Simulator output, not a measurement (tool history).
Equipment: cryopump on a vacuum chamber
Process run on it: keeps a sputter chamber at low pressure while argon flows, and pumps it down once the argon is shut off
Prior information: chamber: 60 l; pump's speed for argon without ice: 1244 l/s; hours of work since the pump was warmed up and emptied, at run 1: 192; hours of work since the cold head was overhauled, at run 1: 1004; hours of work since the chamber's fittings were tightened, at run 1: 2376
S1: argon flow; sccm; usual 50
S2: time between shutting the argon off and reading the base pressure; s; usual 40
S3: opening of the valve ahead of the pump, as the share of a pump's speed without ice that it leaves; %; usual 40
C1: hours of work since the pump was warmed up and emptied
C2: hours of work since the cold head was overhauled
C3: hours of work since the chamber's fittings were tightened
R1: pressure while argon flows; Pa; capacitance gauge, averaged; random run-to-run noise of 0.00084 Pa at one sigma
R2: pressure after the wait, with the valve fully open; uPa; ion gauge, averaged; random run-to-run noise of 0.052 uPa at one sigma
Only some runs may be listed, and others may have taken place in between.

Run 1, hour 0: usual settings; C1 192; C2 1004; C3 2376. Result: R1 0.1734 Pa, R2 4.87 uPa.
Run 2, hour 29.5: usual settings but S1 66 sccm; C1 218; C2 1031; C3 2403. Result: R1 0.2315 Pa, R2 4.89 uPa.
Run 3, hour 81.5: usual settings but S1 66 sccm; C1 265; C2 1077; C3 2449. Result: R1 0.2318 Pa, R2 5.1 uPa.
Run 4, hour 127.8: usual settings; C1 307; C2 1119; C3 2491. Result: R1 0.1766 Pa, R2 5.06 uPa.
Run 5, hour 174.9: usual settings; C1 349; C2 1161; C3 2533. Result: R1 0.1766 Pa, R2 5.1 uPa.
Run 6, hour 202.5: usual settings; C1 374; C2 1186; C3 2558. Result: R1 0.1777 Pa, R2 4.97 uPa.
Run 7, hour 254.5: usual settings but S3 36 %; C1 421; C2 1233; C3 2605. Result: R1 0.1968 Pa, R2 5.12 uPa.

Run 8 is up next; what results do you expect?
Run 8, hour 311.1: usual settings but S2 178 s; C1 472; C2 1284; C3 2656. Result: R1 ?, R2 ?.

{"run 8": {"R1": 0.1788, "R2": 2.9}}
With the hidden condition absent and the run-to-run variation left alone, this run would have shown R1 0.1691 Pa, R2 0.86 uPa.
